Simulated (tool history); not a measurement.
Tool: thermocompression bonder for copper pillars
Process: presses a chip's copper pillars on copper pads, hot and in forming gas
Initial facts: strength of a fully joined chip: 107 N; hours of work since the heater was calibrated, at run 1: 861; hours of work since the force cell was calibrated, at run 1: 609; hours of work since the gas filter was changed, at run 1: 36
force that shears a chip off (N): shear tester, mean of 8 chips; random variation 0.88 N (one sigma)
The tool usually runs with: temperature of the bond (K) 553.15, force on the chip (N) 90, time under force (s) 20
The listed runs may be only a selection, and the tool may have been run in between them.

| run | hour | temperature of the bond (K) | force on the chip (N) | time under force (s) | hours of work since the heater was calibrated | hours of work since the force cell was calibrated | hours of work since the gas filter was changed | force that shears a chip off (N) |
|---|---|---|---|---|---|---|---|---|
| 1 | 0 | 553.15 | 90 | 20 | 861 | 609 | 36 | 72 |
| 2 | 15.3 | 553.15 | 90 | 20 | 869 | 617 | 44 | 71.1 |
| 3 | 36.9 | 553.15 | 90 | 20 | 880 | 628 | 55 | 72.4 |
| 4 | 70 | 553.15 | 90 | 20 | 897 | 645 | 72 | 71.7 |
| 5 | 106.4 | 553.15 | 90 | 20 | 916 | 664 | 91 | 71.3 |
| 6 | 141.8 | 553.15 | 90 | 20 | 935 | 682 | 110 | 72.6 |
| 7 | 161.6 | 553.15 | 90 | 20 | 945 | 693 | 120 | 71.2 |
| 8 | 183 | 553.15 | 90 | 20 | 956 | 704 | 131 | 73.4 |
| 9 | 214.3 | 553.15 | 90 | 20 | 972 | 720 | 147 | 72.7 |
| 10 | 249 | 553.15 | 90 | 20 | 990 | 738 | 165 | 70.4 |
| 11 | 281.8 | 553.15 | 90 | 20 | 1007 | 755 | 182 | 71.9 |
| 12 | 306.1 | 553.15 | 124 | 20 | 1020 | 768 | 195 | 87.2 |
| 13 | 329.9 | 553.15 | 83 | 21 | 1032 | 780 | 207 | 69.1 |
| 14 | 350.3 | 541.15 | 63 | 52 | 1043 | 790 | 218 | 63 |
| 15 | 378.7 | 544.15 | 113 | 48 | 1057 | 805 | 232 | 92.6 |
| 16 | 399.7 | 523.15 | 90 | 16 | 1068 | 816 | 243 | 47.4 |
| 17 | 432.3 | 558.15 | 56 | 19 | 1085 | 833 | 260 | 49.4 |
| 18 | 455.6 | 558.15 | 84 | 31 | 1097 | 845 | 272 | 79 |
| 19 | 491.8 | 541.15 | 84 | 24 | 1116 | 864 | 291 | 63 |
| 20 | 528.1 | 541.15 | 84 | 24 | 1135 | 883 | 310 | 64.2 |
| 21 | 553.8 | 541.15 | 84 | 24 | 1148 | 896 | 323 | 63.9 |

What does the tool deliver on the next run?
| 22 | 569.7 | 541.15 | 84 | 24 | 1156 | 904 | 331 | ? |

force that shears a chip off (N): 64.3
On a tool with no hidden condition, and with the same random variation, this run would have come out at force that shears a chip off (N) 64.3.
